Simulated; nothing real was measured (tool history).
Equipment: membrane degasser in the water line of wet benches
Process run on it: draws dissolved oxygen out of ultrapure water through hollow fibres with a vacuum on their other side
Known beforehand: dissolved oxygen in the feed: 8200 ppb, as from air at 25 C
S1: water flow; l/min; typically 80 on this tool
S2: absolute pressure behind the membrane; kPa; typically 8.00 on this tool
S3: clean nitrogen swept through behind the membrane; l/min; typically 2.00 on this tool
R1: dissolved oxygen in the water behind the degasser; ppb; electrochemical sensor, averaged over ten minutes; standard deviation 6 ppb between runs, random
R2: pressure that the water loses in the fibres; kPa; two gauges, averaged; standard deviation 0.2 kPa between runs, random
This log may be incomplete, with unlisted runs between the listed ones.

run,day,S1,S2,S3,R1,R2
1,0.000,80,8.00,2.00,611.6,46.89
2,1.958,80,8.00,2.00,594.1,46.34
3,2.929,80,8.00,2.00,588.4,46.82
4,4.229,80,19.15,2.00,1292.1,46.59
5,5.933,80,19.15,2.00,1333.5,46.33
6,7.825,80,13.21,2.00,951.3,46.66
7,9.750,80,8.00,2.41,549.4,46.31
8,10.796,80,8.00,2.41,555.8,46.26
9,12.821,80,8.00,2.41,551.6,46.33
10,14.600,80,8.00,2.41,553.0,46.73
11,16.262,80,8.00,2.41,557.8,46.64
12,17.196,80,8.00,2.41,554.1,46.82
13,18.204,80,8.00,2.41,549.6,46.66
14,19.538,80,8.00,2.00,595.6,46.57
15,20.954,80,8.00,2.00,594.6,46.84
16,22.917,80,8.00,2.00,601.4,46.40
17,24.721,80,14.99,2.00,1062.4,46.47
18,25.988,80,14.99,2.00,1079.1,46.82
19,27.388,80,14.99,2.00,1049.4,46.92
20,29.246,80,11.03,4.81,515.8,46.45
21,30.712,107,8.00,2.00,880.9,62.05
22,32.079,107,8.00,2.00,908.8,62.12
23,33.158,107,8.00,2.00,906.6,61.94
24,34.708,75,18.45,4.45,741.6,43.56
25,35.946,74,8.00,1.97,547.3,42.94
26,37.717,96,8.02,0.95,1028.4,55.93
27,39.129,96,13.82,1.49,1414.1,55.64
28,41.204,96,13.82,1.49,1394.5,56.04
29,43.162,80,8.00,1.53,685.8,46.30
30,44.862,80,8.00,1.53,683.6,46.40
31,46.000,97,10.50,1.92,948.6,56.48
32,46.946,109,13.21,1.37,1594.8,63.63
33,48.250,112,12.78,4.75,922.4,65.62

Below are 3 alternative next runs, each starting from the tool's condition after run 33. Predict each:
A,49.996,66,11.07,5.22,?,?
B,49.996,68,6.84,2.00,?,?
C,49.996,112,7.24,1.40,?,?

run,R1,R2
A,367.8,38.75
B,401.5,39.58
C,980.8,65.18
Had the tool no hidden state, the same runs would have come out as:
run,R1,R2
A,367.7,38.75
B,401.3,39.58
C,980.6,65.17
